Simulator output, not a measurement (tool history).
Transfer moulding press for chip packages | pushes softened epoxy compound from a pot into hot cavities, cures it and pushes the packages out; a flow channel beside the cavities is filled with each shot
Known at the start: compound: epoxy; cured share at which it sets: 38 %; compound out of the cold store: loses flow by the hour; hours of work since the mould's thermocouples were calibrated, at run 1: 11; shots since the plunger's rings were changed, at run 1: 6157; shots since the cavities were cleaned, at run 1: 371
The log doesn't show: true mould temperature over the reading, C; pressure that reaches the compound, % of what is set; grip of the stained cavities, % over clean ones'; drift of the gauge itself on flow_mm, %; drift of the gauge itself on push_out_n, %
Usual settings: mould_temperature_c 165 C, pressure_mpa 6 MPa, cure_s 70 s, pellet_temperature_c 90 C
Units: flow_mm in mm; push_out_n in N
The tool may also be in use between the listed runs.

run	hour	mould_temperature_c	pressure_mpa	cure_s	pellet_temperature_c	hours of work since the mould's thermocouples were calibrated	shots since the plunger's rings were changed	shots since the cavities were cleaned	incoming compound's hours out of the cold store	flow_mm	push_out_n
1	0	165	6	70	90	11	6157	371	9.5	896	184
2	10.9	165	6	70	90	18	6350	564	42.4	766	188
3	16.6	165	6	70	90	22	6451	665	12.3	904	198
4	22	165	6	70	90	26	6545	759	37.9	779	195
5	30.4	165	6	70	90	32	6694	908	17.3	865	185
# hour 35.8: cavities cleaned with cleaning compound and waxed
# hour 42.3: plunger's sealing rings changed
6	44.3	165	6	70	90	39	37	107	23.6	838	184
7	55.7	165	6	70	90	47	238	308	43.6	745	179
8	68.4	165	6	70	90	56	463	533	31.6	810	185
9	81.3	159	6	70	90	65	691	761	10.8	937	268
10	89.8	159	6	70	90	71	840	910	42	786	255
# hour 94.1: cavities cleaned with cleaning compound and waxed
11	96.6	165	6	70	90	74	933	43	15.3	888	182
12	107.6	165	6	70	90	82	1129	239	20	874	193
13	115.6	165	6	70	90	88	1271	381	47.2	743	181
14	121.7	165	6	70	94	92	1378	488	14.6	894	176
15	132	160	6	70	92	99	1560	670	36	797	229
16	138.5	165	7.42	98	83	104	1675	785	19.7	954	172
17	144.2	165	7.42	98	83	108	1776	886	11.8	996	168
# hour 150: cavities cleaned with cleaning compound and waxed
18	154.3	165	5.04	75	84	114	1928	77	38.9	707	175
19	165.5	165	5.04	75	84	122	2125	274	44.2	692	176
20	173.6	168	5.16	64	91	127	2269	418	18.7	786	171
21	179.6	168	5.16	64	91	131	2374	523	29.5	735	182
22	188.7	170	5.91	104	92	138	2536	685	37.7	746	168
23	199.2	159	6	70	90	145	2721	870	25.3	864	250
# hour 206.1: cavities cleaned with cleaning compound and waxed
24	210.5	159	6	70	90	152	2894	77	22.3	878	252
25	221.6	160	6	80	89	160	3090	273	28.2	833	193
26	228.6	159	6	91	89	165	3214	397	44.5	777	165
27	235.2	159	6	91	89	169	3331	514	36.4	807	180
28	243.8	160	5.56	67	90	175	3483	666	13.1	888	284

4 ways to go on from here, each from the tool as it stands after run 28. What would each give?
A	253.3	165	5.79	70	83	182	3651	834	44.9	?	?
B	253.3	165	6.98	70	91	182	3651	834	10	?	?
C	253.3	162	5.56	67	93	182	3651	834	27.3	?	?
D	253.3	169	5.74	70	85	182	3651	834	40.9	?	?

run	flow_mm	push_out_n
A	733	180
B	986	196
C	821	228
D	734	163
Without the tool's hidden state the same runs would have given:
run	flow_mm	push_out_n
A	735	177
B	988	193
C	823	224
D	735	160

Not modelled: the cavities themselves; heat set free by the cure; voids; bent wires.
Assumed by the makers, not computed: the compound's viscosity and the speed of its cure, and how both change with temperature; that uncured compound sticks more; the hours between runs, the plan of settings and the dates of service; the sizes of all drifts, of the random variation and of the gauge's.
